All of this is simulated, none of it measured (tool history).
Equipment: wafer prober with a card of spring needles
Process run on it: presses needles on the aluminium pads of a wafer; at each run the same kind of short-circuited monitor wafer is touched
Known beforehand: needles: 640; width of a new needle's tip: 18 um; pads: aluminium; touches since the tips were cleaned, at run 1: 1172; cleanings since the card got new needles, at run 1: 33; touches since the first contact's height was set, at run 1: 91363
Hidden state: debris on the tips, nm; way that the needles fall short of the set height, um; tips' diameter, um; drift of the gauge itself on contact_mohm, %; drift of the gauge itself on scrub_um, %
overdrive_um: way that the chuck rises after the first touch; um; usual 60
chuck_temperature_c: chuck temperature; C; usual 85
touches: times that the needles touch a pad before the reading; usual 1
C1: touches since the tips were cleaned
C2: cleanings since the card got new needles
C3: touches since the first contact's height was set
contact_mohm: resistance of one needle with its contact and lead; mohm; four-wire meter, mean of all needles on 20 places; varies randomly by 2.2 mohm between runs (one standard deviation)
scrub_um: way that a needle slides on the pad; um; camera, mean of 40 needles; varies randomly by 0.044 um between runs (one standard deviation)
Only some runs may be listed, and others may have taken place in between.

run 1 day=0 | overdrive_um=60 chuck_temperature_c=85 touches=1 | C1=1172 C2=33 C3=91363 | contact_mohm=240 scrub_um=8.06
-- day=0.154 tips cleaned on abrasive film
run 2 day=0.296 | overdrive_um=60 chuck_temperature_c=85 touches=1 | C1=1312 C2=34 C3=94038 | contact_mohm=236 scrub_um=8.03
-- day=0.408 tips cleaned on abrasive film
-- day=0.7 tips cleaned on abrasive film
run 3 day=0.867 | overdrive_um=60 chuck_temperature_c=85 touches=1 | C1=1516 C2=36 C3=99145 | contact_mohm=239 scrub_um=8.15
-- day=1.008 tips cleaned on abrasive film
run 4 day=1.212 | overdrive_um=60 chuck_temperature_c=85 touches=2 | C1=1851 C2=37 C3=102267 | contact_mohm=242 scrub_um=8.03
-- day=1.271 tips cleaned on abrasive film
-- day=1.55 tips cleaned on abrasive film
run 5 day=1.608 | overdrive_um=60 chuck_temperature_c=53 touches=1 | C1=540 C2=39 C3=105809 | contact_mohm=230 scrub_um=8.16
-- day=1.817 tips cleaned on abrasive film
run 6 day=1.962 | overdrive_um=60 chuck_temperature_c=85 touches=1 | C1=1357 C2=40 C3=109014 | contact_mohm=242 scrub_um=8.12
-- day=2.088 tips cleaned on abrasive film
run 7 day=2.325 | overdrive_um=60 chuck_temperature_c=85 touches=1 | C1=2180 C2=41 C3=112267 | contact_mohm=237 scrub_um=8.06
-- day=2.383 tips cleaned on abrasive film
-- day=2.662 tips cleaned on abrasive film
-- day=2.925 tips cleaned on abrasive film
run 8 day=2.925 | overdrive_um=60 chuck_temperature_c=85 touches=1 | C1=0 C2=44 C3=117646 | contact_mohm=242 scrub_um=8.07
-- day=3.192 tips cleaned on abrasive film
run 9 day=3.338 | overdrive_um=60 chuck_temperature_c=43 touches=1 | C1=1340 C2=45 C3=121356 | contact_mohm=226 scrub_um=8.09
-- day=3.475 tips cleaned on abrasive film
run 10 day=3.688 | overdrive_um=60 chuck_temperature_c=64 touches=1 | C1=1923 C2=46 C3=124512 | contact_mohm=233 scrub_um=8.07
-- day=3.733 tips cleaned on abrasive film
-- day=3.992 tips cleaned on abrasive film
run 11 day=4.075 | overdrive_um=60 chuck_temperature_c=64 touches=1 | C1=791 C2=48 C3=127984 | contact_mohm=237 scrub_um=8.13
-- day=4.288 tips cleaned on abrasive film
run 12 day=4.483 | overdrive_um=72 chuck_temperature_c=34 touches=1 | C1=1791 C2=49 C3=131661 | contact_mohm=221 scrub_um=9.81

Run 13 comes next. What will it give?
-- day=4.579 tips cleaned on abrasive film
-- day=4.871 tips cleaned on abrasive film
run 13 day=4.971 | overdrive_um=72 chuck_temperature_c=80 touches=1 | C1=931 C2=51 C3=136046 | contact_mohm=? scrub_um=?

{"run 13": {"contact_mohm": 232, "scrub_um": 9.72}}
With no hidden state in the tool, this same run would have given contact_mohm 232 mohm, scrub_um 9.73 um.
